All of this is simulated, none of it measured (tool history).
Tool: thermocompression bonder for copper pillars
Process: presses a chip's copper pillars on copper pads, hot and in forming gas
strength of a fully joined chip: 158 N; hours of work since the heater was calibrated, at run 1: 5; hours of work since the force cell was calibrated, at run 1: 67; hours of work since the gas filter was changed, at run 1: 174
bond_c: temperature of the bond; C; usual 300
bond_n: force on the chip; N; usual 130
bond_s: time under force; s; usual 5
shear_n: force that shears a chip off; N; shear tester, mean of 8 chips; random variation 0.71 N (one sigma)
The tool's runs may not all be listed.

run,hour,bond_c,bond_n,bond_s,hours of work since the heater was calibrated,hours of work since the force cell was calibrated,hours of work since the gas filter was changed,shear_n
1,0,300,130,5,5,67,174,66.7
2,8,300,130,5,8,71,177,66.8
3,12.4,300,130,5,10,72,179,66.7
4,17.9,300,130,5,12,75,181,67.1
5,23.1,300,141,5,14,77,184,72.2
6,33.2,300,130,14,19,81,188,95.2
7,42.4,300,130,5,23,85,192,65.4
# hour 45.1: heater calibrated with a thermocouple chip
8,54.5,300,130,5,4,89,196,67.3
9,62,300,130,5,7,92,199,67.2
# hour 72: heater calibrated with a thermocouple chip, once more
10,74.5,300,130,5,1,97,204,66.3
11,83.1,300,130,5,5,101,207,67
12,87.5,300,130,5,7,102,209,66.3
13,92.9,317,130,5,9,105,211,76.9
14,100.5,317,130,5,12,108,215,78
15,110.6,317,130,5,16,112,219,77.8
16,121,317,130,5,21,117,223,77.7
17,130.3,317,130,5,25,120,227,76.2
18,140.2,317,145,3,29,125,231,69.5
19,147.4,293,155,6,32,128,234,75.7
20,152.3,282,149,5,34,130,236,62.7
21,159.9,305,130,6,37,133,240,73.7
22,164.2,309,179,13,39,135,241,114
23,169.2,300,187,3,41,137,244,73.8
24,175.2,300,130,6,44,139,246,71.1
# hour 183.8: forming gas filter changed
25,184.2,300,130,6,47,143,0,76.9
26,193.4,299,130,10,51,147,4,90.6
27,199.8,289,130,3,54,150,7,52.7

Forecast each of these 3 alternatives for the next run:
A,208,289,108,4,57,153,10,?
B,208,292,175,12,57,153,10,?
C,208,282,92,8,57,153,10,?

run,shear_n
A,51.8
B,107.6
C,54.8
Without the tool's hidden state the same runs would have given:
run,shear_n
A,51.2
B,106.9
C,54.1
